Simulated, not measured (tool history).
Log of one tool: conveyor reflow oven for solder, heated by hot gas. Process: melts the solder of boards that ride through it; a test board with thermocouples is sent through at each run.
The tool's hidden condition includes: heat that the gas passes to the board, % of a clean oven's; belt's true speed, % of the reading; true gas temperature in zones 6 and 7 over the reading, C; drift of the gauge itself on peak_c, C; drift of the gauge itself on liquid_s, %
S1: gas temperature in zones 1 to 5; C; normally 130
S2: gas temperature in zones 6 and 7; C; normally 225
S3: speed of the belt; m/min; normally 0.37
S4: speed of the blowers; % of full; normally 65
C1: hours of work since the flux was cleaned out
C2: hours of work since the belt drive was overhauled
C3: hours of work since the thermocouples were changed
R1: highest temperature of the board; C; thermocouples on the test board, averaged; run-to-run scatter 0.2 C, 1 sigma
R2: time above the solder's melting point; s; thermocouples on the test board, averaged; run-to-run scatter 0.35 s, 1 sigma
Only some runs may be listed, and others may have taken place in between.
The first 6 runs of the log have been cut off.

run 7 hour=143.7 | S1=143 S2=225 S3=0.37 S4=65 | C1=37 C2=141 C3=269 | R1=211.1 R2=69.4
run 8 hour=174.3 | S1=143 S2=225 S3=0.37 S4=65 | C1=58 C2=163 C3=290 | R1=211.5 R2=69.7
run 9 hour=198.2 | S1=143 S2=225 S3=0.37 S4=65 | C1=75 C2=179 C3=307 | R1=211.6 R2=69.3
run 10 hour=226.3 | S1=143 S2=225 S3=0.37 S4=65 | C1=95 C2=199 C3=326 | R1=211.1 R2=69.8
run 11 hour=244.1 | S1=143 S2=225 S3=0.37 S4=65 | C1=107 C2=211 C3=339 | R1=211.2 R2=69.5
run 12 hour=276.2 | S1=143 S2=225 S3=0.37 S4=65 | C1=129 C2=234 C3=361 | R1=211.4 R2=69.4
run 13 hour=299.5 | S1=134 S2=225 S3=0.37 S4=65 | C1=146 C2=250 C3=377 | R1=209.8 R2=63
run 14 hour=318.1 | S1=134 S2=225 S3=0.359 S4=65 | C1=159 C2=263 C3=390 | R1=210.7 R2=67
run 15 hour=344.8 | S1=130 S2=225 S3=0.37 S4=65 | C1=177 C2=281 C3=409 | R1=208.8 R2=60.5
run 16 hour=372.7 | S1=130 S2=225 S3=0.37 S4=65 | C1=197 C2=301 C3=428 | R1=208.8 R2=61.2
run 17 hour=387.4 | S1=130 S2=225 S3=0.37 S4=65 | C1=207 C2=311 C3=438 | R1=209 R2=60.8
run 18 hour=412.7 | S1=130 S2=225 S3=0.37 S4=65 | C1=224 C2=329 C3=456 | R1=209.2 R2=60.6
run 19 hour=432 | S1=123 S2=224 S3=0.434 S4=77 | C1=238 C2=342 C3=469 | R1=204.3 R2=42.9
run 20 hour=451.7 | S1=123 S2=224 S3=0.434 S4=77 | C1=252 C2=356 C3=483 | R1=203.7 R2=42.9
run 21 hour=487 | S1=123 S2=224 S3=0.434 S4=77 | C1=276 C2=380 C3=508 | R1=204 R2=42.7
run 22 hour=502 | S1=117 S2=219 S3=0.37 S4=65 | C1=287 C2=391 C3=518 | R1=201.2 R2=45.9
run 23 hour=522 | S1=117 S2=219 S3=0.37 S4=65 | C1=301 C2=405 C3=532 | R1=201 R2=45.3
run 24 hour=555.2 | S1=117 S2=235 S3=0.37 S4=60 | C1=324 C2=428 C3=555 | R1=214 R2=61.4
run 25 hour=579.7 | S1=145 S2=229 S3=0.35 S4=69 | C1=341 C2=445 C3=572 | R1=217.5 R2=82.5
run 26 hour=605.3 | S1=145 S2=230 S3=0.341 S4=89 | C1=359 C2=463 C3=590 | R1=221.4 R2=88.6
run 27 hour=638.8 | S1=126 S2=239 S3=0.37 S4=75 | C1=382 C2=486 C3=613 | R1=222.9 R2=73.4
run 28 hour=670.9 | S1=118 S2=233 S3=0.382 S4=87 | C1=404 C2=508 C3=636 | R1=217.6 R2=64.3
run 29 hour=698.1 | S1=132 S2=228 S3=0.37 S4=65 | C1=423 C2=527 C3=655 | R1=211.7 R2=64.4
run 30 hour=714 | S1=130 S2=216 S3=0.37 S4=66 | C1=434 C2=538 C3=666 | R1=201.5 R2=49.9
run 31 hour=737.5 | S1=137 S2=225 S3=0.392 S4=52 | C1=451 C2=555 C3=682 | R1=205.2 R2=53.7

Alternative continuations, all from the tool just after run 31; predict every row:
run A hour=768.3 | S1=137 S2=226 S3=0.392 S4=52 | C1=472 C2=576 C3=704 | R1=? R2=?
run B hour=768.3 | S1=137 S2=225 S3=0.392 S4=57 | C1=472 C2=576 C3=704 | R1=? R2=?
run C hour=768.3 | S1=136 S2=225 S3=0.392 S4=65 | C1=472 C2=576 C3=704 | R1=? R2=?

run=A R1=206.2 R2=54.9
run=B R1=206.4 R2=56.3
run=C R1=208.3 R2=57.8
With no hidden state in the tool, these same runs would have given:
run=A R1=206.2 R2=55
run=B R1=206.4 R2=56.4
run=C R1=208.4 R2=57.9
